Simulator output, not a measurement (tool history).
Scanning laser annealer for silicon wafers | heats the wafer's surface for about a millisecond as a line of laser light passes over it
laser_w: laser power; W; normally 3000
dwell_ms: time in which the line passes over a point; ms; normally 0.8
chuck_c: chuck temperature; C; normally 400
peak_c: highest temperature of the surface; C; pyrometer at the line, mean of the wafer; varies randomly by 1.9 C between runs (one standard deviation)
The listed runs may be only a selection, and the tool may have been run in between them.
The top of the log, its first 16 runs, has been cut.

run	hour	laser_w	dwell_ms	chuck_c	peak_c
17	396.2	3000	0.8	400	1232
18	414	3000	0.8	398	1232
19	443.3	3000	0.8	398	1226
20	472.4	3000	0.8	398	1229
21	490.3	2623	0.616	432	1061
22	519.6	2863	0.931	424	1265
23	538.4	3229	0.873	383	1324
24	554.2	2718	0.649	373	1049
25	573.5	2718	0.649	373	1040
26	600.4	3000	0.944	405	1303
27	628.2	3212	0.944	405	1376
28	655.4	3106	0.944	405	1343
29	677.6	3106	0.944	405	1339
30	703.6	3295	0.864	384	1349
31	736.7	2862	0.706	378	1116
32	751.4	2686	0.8	400	1124
33	771.6	2802	0.662	411	1108
34	796.3	3000	0.8	376	1207
35	821.8	3042	0.784	386	1219
36	843.1	2946	0.784	386	1192
# hour 848.8: window over the wafer cleaned
37	859.5	2946	0.784	386	1188
38	890.8	3000	0.8	420	1249
39	910	3066	0.8	414	1265
40	942	3066	0.8	414	1266

Each row is a separate what-if for the run after 40, all from the same tool condition, not one after another. Results?
A	956.5	3066	0.691	414	?
B	956.5	3075	0.824	416	?
C	956.5	3049	0.783	400	?

run	peak_c
A	1211
B	1281
C	1237
With no hidden state in the tool, these same runs would have given:
run	peak_c
A	1212
B	1281
C	1238
